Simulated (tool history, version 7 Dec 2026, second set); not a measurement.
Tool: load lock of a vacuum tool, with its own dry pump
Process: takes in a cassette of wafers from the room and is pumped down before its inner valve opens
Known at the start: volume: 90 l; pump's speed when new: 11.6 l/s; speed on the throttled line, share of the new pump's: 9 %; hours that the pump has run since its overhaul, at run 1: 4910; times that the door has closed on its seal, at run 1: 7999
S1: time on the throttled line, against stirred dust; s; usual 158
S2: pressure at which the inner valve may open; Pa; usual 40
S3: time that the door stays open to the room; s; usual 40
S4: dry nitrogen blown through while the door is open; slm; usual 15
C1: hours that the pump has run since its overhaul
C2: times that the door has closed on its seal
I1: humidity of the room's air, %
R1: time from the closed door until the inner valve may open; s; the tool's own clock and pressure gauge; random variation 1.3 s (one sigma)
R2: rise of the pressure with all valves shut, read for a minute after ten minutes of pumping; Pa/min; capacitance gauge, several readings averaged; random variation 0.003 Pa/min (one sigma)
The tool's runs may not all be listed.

| run | day | S1 | S2 | S3 | S4 | C1 | C2 | I1 | R1 | R2 |
|---|---|---|---|---|---|---|---|---|---|---|
| 1 | 0.000 | 158 | 40 | 40 | 15 | 4910 | 7999 | 47.6 | 207.7 | 0.066 |
| 2 | 3.312 | 158 | 40 | 40 | 15 | 4990 | 8309 | 43.8 | 207.0 | 0.074 |
| 3 | 8.800 | 158 | 77 | 40 | 15 | 5122 | 8824 | 46.3 | 200.9 | 0.077 |
| 4 | 11.783 | 158 | 77 | 40 | 15 | 5193 | 9104 | 46.4 | 199.8 | 0.080 |
| 5 | 17.246 | 158 | 77 | 40 | 15 | 5324 | 9616 | 46.7 | 200.4 | 0.082 |
| 6 | 22.642 | 158 | 77 | 40 | 15 | 5454 | 10122 | 42.5 | 202.2 | 0.081 |
| 7 | 27.542 | 158 | 40 | 40 | 15 | 5571 | 10581 | 42.7 | 205.6 | 0.087 |
| 8 | 31.654 | 158 | 40 | 40 | 15 | 5670 | 10966 | 47.0 | 206.2 | 0.096 |
| 9 | 36.042 | 158 | 40 | 40 | 15 | 5775 | 11378 | 42.6 | 205.3 | 0.090 |
| 10 | 41.908 | 158 | 40 | 40 | 15 | 5916 | 11928 | 47.0 | 206.7 | 0.100 |
| 11 | 47.917 | 158 | 40 | 40 | 15 | 6060 | 12491 | 43.0 | 201.8 | 0.107 |
| 12 | 53.300 | 158 | 40 | 40 | 36 | 6190 | 12996 | 49.4 | 205.3 | 0.101 |
| 13 | 56.450 | 158 | 40 | 40 | 36 | 6265 | 13291 | 46.0 | 205.9 | 0.102 |
| 14 | 61.862 | 187 | 73 | 40 | 8 | 6395 | 13798 | 43.2 | 225.5 | 0.120 |
| 15 | 67.667 | 298 | 63 | 123 | 8 | 6534 | 14342 | 46.3 | 327.9 | 0.170 |
| 16 | 71.854 | 298 | 63 | 123 | 8 | 6635 | 14735 | 42.1 | 332.0 | 0.166 |
| 17 | 76.179 | 235 | 40 | 186 | 8 | 6739 | 15140 | 44.2 | 278.4 | 0.193 |
| 18 | 82.733 | 141 | 40 | 46 | 15 | 6896 | 15755 | 45.2 | 190.6 | 0.137 |
| 19 | 89.212 | 141 | 40 | 46 | 15 | 7051 | 16362 | 48.3 | 190.8 | 0.143 |
| 20 | 95.008 | 141 | 74 | 27 | 40 | 7191 | 16906 | 44.6 | 187.4 | 0.130 |
| 21 | 98.192 | 141 | 74 | 27 | 40 | 7267 | 17204 | 48.2 | 188.2 | 0.131 |

Forecast each of these 5 alternatives for the next run:
| A | 101.392 | 158 | 38 | 40 | 5 | 7344 | 17504 | 47.4 | ? | ? |
| B | 101.392 | 156 | 46 | 40 | 26 | 7344 | 17504 | 46.6 | ? | ? |
| C | 101.392 | 141 | 67 | 71 | 7 | 7344 | 17504 | 44.8 | ? | ? |
| D | 101.392 | 110 | 74 | 27 | 36 | 7344 | 17504 | 44.9 | ? | ? |
| E | 101.392 | 239 | 50 | 27 | 40 | 7344 | 17504 | 46.7 | ? | ? |

| run | R1 | R2 |
|---|---|---|
| A | 209.0 | 0.167 |
| B | 202.6 | 0.144 |
| C | 189.3 | 0.177 |
| D | 157.6 | 0.139 |
| E | 281.2 | 0.134 |
Without the tool's hidden state the same runs would have given:
| run | R1 | R2 |
|---|---|---|
| A | 206.3 | 0.050 |
| B | 200.0 | 0.027 |
| C | 186.7 | 0.060 |
| D | 154.9 | 0.021 |
| E | 279.1 | 0.017 |
